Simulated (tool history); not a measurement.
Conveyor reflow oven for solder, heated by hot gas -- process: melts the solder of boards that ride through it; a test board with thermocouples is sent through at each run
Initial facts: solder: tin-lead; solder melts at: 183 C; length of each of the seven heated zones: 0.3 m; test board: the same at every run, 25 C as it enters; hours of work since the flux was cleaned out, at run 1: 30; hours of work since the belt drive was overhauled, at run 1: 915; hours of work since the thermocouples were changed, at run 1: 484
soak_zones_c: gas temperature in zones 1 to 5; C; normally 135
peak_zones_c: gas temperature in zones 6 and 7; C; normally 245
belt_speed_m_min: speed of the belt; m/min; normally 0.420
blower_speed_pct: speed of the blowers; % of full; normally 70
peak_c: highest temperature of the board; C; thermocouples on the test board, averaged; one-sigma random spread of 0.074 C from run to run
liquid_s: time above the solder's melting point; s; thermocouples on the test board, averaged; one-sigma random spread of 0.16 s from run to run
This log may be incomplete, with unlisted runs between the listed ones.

run,hour,soak_zones_c,peak_zones_c,belt_speed_m_min,blower_speed_pct,hours of work since the flux was cleaned out,hours of work since the belt drive was overhauled,hours of work since the thermocouples were changed,peak_c,liquid_s
1,0.0,135,245,0.420,70,30,915,484,228.45,72.8
2,27.2,135,245,0.420,70,51,936,505,228.24,72.6
3,49.6,128,245,0.420,70,69,954,522,227.26,69.0
4,70.8,128,245,0.420,72,85,970,539,227.36,69.5
5,87.6,128,245,0.420,72,98,983,552,227.28,69.6
6,113.4,128,245,0.420,72,118,1003,572,227.22,69.8
7,138.2,128,245,0.420,72,138,1022,591,227.17,69.4
8,163.6,128,245,0.420,72,157,1042,611,227.11,69.0
# hour 171.0: flux residue cleaned out of gas plates and filters
9,194.1,149,245,0.420,65,18,1062,631,228.69,78.2
10,220.1,149,236,0.420,65,38,1082,651,220.89,72.8
11,244.4,149,236,0.420,65,57,1101,670,220.87,72.8
12,265.7,135,245,0.420,70,74,1118,686,227.02,71.9
13,283.9,135,245,0.420,70,88,1132,701,227.13,71.7

Selected run-to-run steps in peak_c, each split into two signed amounts: the part the tool would show with no hidden state at all (from settings, incoming material and random variation), and the remainder, which goes to the hidden state together with any gauge scatter not common to the measured and the hidden-state-free results:
The hidden state here: heat that the gas passes to the board, % of a clean oven's; belt's true speed, % of the reading; true gas temperature in zones 6 and 7 over the reading, C; drift of the gauge itself on peak_c, C; drift of the gauge itself on liquid_s, %.
Run 9 -> 10: peak_zones_c 245 -> 236. peak_c -7.80 C: hidden state -0.02, all else -7.78.
Run 11 -> 12: soak_zones_c 149 -> 135, peak_zones_c 236 -> 245, blower_speed_pct 65 -> 70. peak_c +6.15 C: hidden state -0.38, all else +6.53.
